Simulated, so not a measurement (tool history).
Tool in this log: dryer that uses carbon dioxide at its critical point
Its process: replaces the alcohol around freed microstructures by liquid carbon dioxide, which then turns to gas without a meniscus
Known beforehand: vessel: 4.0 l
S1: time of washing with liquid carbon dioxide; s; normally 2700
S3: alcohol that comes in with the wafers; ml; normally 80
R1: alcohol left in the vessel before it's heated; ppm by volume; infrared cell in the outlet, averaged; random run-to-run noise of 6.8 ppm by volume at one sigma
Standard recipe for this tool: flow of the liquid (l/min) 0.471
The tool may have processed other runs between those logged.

run 1 hour=0.0 | S1=2700 flow_of_the_liquid_(l/min)=0.471 S3=80 | R1=574
run 2 hour=16.4 | S1=2700 flow_of_the_liquid_(l/min)=0.471 S3=80 | R1=578
run 3 hour=28.7 | S1=2700 flow_of_the_liquid_(l/min)=0.471 S3=80 | R1=588
run 4 hour=43.4 | S1=2700 flow_of_the_liquid_(l/min)=0.471 S3=63 | R1=488
run 5 hour=61.1 | S1=2700 flow_of_the_liquid_(l/min)=0.471 S3=63 | R1=500
run 6 hour=81.8 | S1=2700 flow_of_the_liquid_(l/min)=0.471 S3=63 | R1=522
run 7 hour=98.2 | S1=2700 flow_of_the_liquid_(l/min)=0.471 S3=63 | R1=519
run 8 hour=112.8 | S1=2700 flow_of_the_liquid_(l/min)=0.471 S3=63 | R1=521
run 9 hour=128.4 | S1=2700 flow_of_the_liquid_(l/min)=0.471 S3=63 | R1=519
run 10 hour=147.0 | S1=2700 flow_of_the_liquid_(l/min)=0.471 S3=63 | R1=519
run 11 hour=170.1 | S1=2700 flow_of_the_liquid_(l/min)=0.471 S3=80 | R1=663
run 12 hour=193.8 | S1=2700 flow_of_the_liquid_(l/min)=0.471 S3=80 | R1=677
run 13 hour=210.2 | S1=2700 flow_of_the_liquid_(l/min)=0.471 S3=80 | R1=685
run 14 hour=229.8 | S1=2700 flow_of_the_liquid_(l/min)=0.471 S3=80 | R1=693
run 15 hour=239.8 | S1=2700 flow_of_the_liquid_(l/min)=0.471 S3=80 | R1=698
run 16 hour=253.9 | S1=1680 flow_of_the_liquid_(l/min)=0.471 S3=80 | R1=2401
run 17 hour=277.0 | S1=2700 flow_of_the_liquid_(l/min)=0.700 S3=80 | R1=239
run 18 hour=287.3 | S1=2700 flow_of_the_liquid_(l/min)=0.700 S3=80 | R1=225
run 19 hour=300.2 | S1=2040 flow_of_the_liquid_(l/min)=0.608 S3=80 | R1=815
run 20 hour=313.8 | S1=1800 flow_of_the_liquid_(l/min)=0.615 S3=33 | R1=547
-- hour=325.2 inlet filter changed
run 21 hour=338.8 | S1=2700 flow_of_the_liquid_(l/min)=0.581 S3=80 | R1=232
run 22 hour=357.4 | S1=3060 flow_of_the_liquid_(l/min)=0.581 S3=87 | R1=184
run 23 hour=377.5 | S1=1680 flow_of_the_liquid_(l/min)=0.471 S3=31 | R1=696
run 24 hour=400.6 | S1=2700 flow_of_the_liquid_(l/min)=0.471 S3=78 | R1=431

Run 25 comes next. What will it give?
run 25 hour=412.0 | S1=2520 flow_of_the_liquid_(l/min)=0.390 S3=49 | R1=?

Run 25 measured R1 610 ppm by volume.
On a tool with no hidden condition, and with the same random variation, this run would have come out at R1 467 ppm by volume.
